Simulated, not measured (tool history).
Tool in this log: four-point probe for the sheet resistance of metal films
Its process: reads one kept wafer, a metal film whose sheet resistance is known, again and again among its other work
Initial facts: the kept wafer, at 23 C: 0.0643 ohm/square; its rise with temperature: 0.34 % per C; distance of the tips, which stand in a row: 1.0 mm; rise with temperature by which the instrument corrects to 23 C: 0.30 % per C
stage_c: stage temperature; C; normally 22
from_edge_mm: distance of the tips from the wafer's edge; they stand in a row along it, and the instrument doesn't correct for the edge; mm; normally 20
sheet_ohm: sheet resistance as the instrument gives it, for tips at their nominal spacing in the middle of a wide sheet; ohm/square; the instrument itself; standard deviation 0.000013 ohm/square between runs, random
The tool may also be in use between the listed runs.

run,hour,stage_c,from_edge_mm,sheet_ohm
1,0.0,22,20,0.064196
2,59.2,22,20,0.064187
3,98.7,22,20,0.064153
4,137.7,22,34,0.064110
5,167.8,22,34,0.064110
6,202.3,22,34,0.064095
7,246.9,22,17,0.064223

For run 8, what comes out?
8,305.5,33,6,?

{"run 8": {"sheet_ohm": 0.065313}}
Minus the tool's unlogged condition, the same run would have read sheet_ohm 0.065529 ohm/square.
